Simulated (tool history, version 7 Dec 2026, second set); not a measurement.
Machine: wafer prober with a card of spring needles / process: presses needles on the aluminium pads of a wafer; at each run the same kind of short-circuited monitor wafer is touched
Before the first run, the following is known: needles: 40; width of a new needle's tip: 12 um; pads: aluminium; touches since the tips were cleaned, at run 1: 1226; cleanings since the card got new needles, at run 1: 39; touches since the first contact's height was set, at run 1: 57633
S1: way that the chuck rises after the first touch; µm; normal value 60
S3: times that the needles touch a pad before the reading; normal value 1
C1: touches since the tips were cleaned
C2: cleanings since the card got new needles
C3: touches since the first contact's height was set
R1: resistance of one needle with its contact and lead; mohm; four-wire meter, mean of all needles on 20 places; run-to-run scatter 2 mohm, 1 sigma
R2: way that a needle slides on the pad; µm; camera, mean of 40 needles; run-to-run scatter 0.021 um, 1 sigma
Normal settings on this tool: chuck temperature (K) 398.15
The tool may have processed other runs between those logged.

{"run": 1, "hour": 0.0, "S1": 60, "chuck temperature (K)": 398.15, "S3": 1, "C1": 1226, "C2": 39, "C3": 57633, "R1": 235, "R2": 10.44}
{"hour": 20.4, "done": "height of the first contact set anew"}
{"hour": 23.0, "done": "tips cleaned on abrasive film"}
{"run": 2, "hour": 23.0, "S1": 60, "chuck temperature (K)": 398.15, "S3": 1, "C1": 0, "C2": 40, "C3": 624, "R1": 221, "R2": 10.51}
{"hour": 50.3, "done": "tips cleaned on abrasive film"}
{"run": 3, "hour": 50.3, "S1": 60, "chuck temperature (K)": 398.15, "S3": 1, "C1": 0, "C2": 41, "C3": 7369, "R1": 223, "R2": 10.5}
{"run": 4, "hour": 69.1, "S1": 60, "chuck temperature (K)": 398.15, "S3": 1, "C1": 4660, "C2": 41, "C3": 12029, "R1": 252, "R2": 10.51}
{"hour": 78.0, "done": "tips cleaned on abrasive film"}
{"run": 5, "hour": 86.9, "S1": 60, "chuck temperature (K)": 398.15, "S3": 1, "C1": 2203, "C2": 42, "C3": 16431, "R1": 238, "R2": 10.53}
{"hour": 106.3, "done": "tips cleaned on abrasive film"}
{"run": 6, "hour": 107.7, "S1": 60, "chuck temperature (K)": 398.15, "S3": 1, "C1": 345, "C2": 43, "C3": 21553, "R1": 225, "R2": 10.47}
{"run": 7, "hour": 133.0, "S1": 60, "chuck temperature (K)": 398.15, "S3": 1, "C1": 6611, "C2": 43, "C3": 27819, "R1": 257, "R2": 10.46}
{"hour": 135.0, "done": "tips cleaned on abrasive film"}
{"run": 8, "hour": 157.3, "S1": 60, "chuck temperature (K)": 398.15, "S3": 1, "C1": 5537, "C2": 44, "C3": 33841, "R1": 253, "R2": 10.47}
{"hour": 162.7, "done": "tips cleaned on abrasive film"}
{"run": 9, "hour": 172.3, "S1": 44, "chuck temperature (K)": 398.15, "S3": 1, "C1": 2367, "C2": 45, "C3": 37518, "R1": 259, "R2": 7.61}
{"hour": 191.3, "done": "tips cleaned on abrasive film"}
{"run": 10, "hour": 204.4, "S1": 43, "chuck temperature (K)": 382.15, "S3": 1, "C1": 3247, "C2": 46, "C3": 45460, "R1": 266, "R2": 7.48}
{"hour": 219.6, "done": "tips cleaned on abrasive film"}
{"run": 11, "hour": 225.5, "S1": 43, "chuck temperature (K)": 382.15, "S3": 1, "C1": 1461, "C2": 47, "C3": 50667, "R1": 247, "R2": 7.42}
{"hour": 247.0, "done": "tips cleaned on abrasive film"}
{"run": 12, "hour": 248.6, "S1": 43, "chuck temperature (K)": 382.15, "S3": 1, "C1": 396, "C2": 48, "C3": 56377, "R1": 236, "R2": 7.39}
{"run": 13, "hour": 264.8, "S1": 43, "chuck temperature (K)": 382.15, "S3": 1, "C1": 4414, "C2": 48, "C3": 60395, "R1": 271, "R2": 7.42}

What if the next run were any one of these 4? Each begins from the tool's condition after run 13:
{"hour": 273.7, "done": "height of the first contact set anew"}
{"hour": 275.4, "done": "tips cleaned on abrasive film"}
{"run": "A", "hour": 293.6, "S1": 50, "chuck temperature (K)": 382.15, "S3": 1, "C1": 4532, "C2": 49, "C3": 4926, "R1": "?", "R2": "?"}
{"hour": 273.7, "done": "height of the first contact set anew"}
{"hour": 275.4, "done": "tips cleaned on abrasive film"}
{"run": "B", "hour": 293.6, "S1": 65, "chuck temperature (K)": 375.15, "S3": 1, "C1": 4532, "C2": 49, "C3": 4926, "R1": "?", "R2": "?"}
{"hour": 273.7, "done": "height of the first contact set anew"}
{"hour": 275.4, "done": "tips cleaned on abrasive film"}
{"run": "C", "hour": 293.6, "S1": 75, "chuck temperature (K)": 349.15, "S3": 1, "C1": 4532, "C2": 49, "C3": 4926, "R1": "?", "R2": "?"}
{"hour": 273.7, "done": "height of the first contact set anew"}
{"hour": 275.4, "done": "tips cleaned on abrasive film"}
{"run": "D", "hour": 293.6, "S1": 67, "chuck temperature (K)": 332.15, "S3": 2, "C1": 4532, "C2": 49, "C3": 4926, "R1": "?", "R2": "?"}

run=A R1=262 R2=8.79
run=B R1=245 R2=11.4
run=C R1=234 R2=13.17
run=D R1=222 R2=11.76
Had the tool no hidden state, the same runs would have come out as:
run=A R1=220 R2=8.8
run=B R1=217 R2=11.41
run=C R1=210 R2=13.18
run=D R1=204 R2=11.77
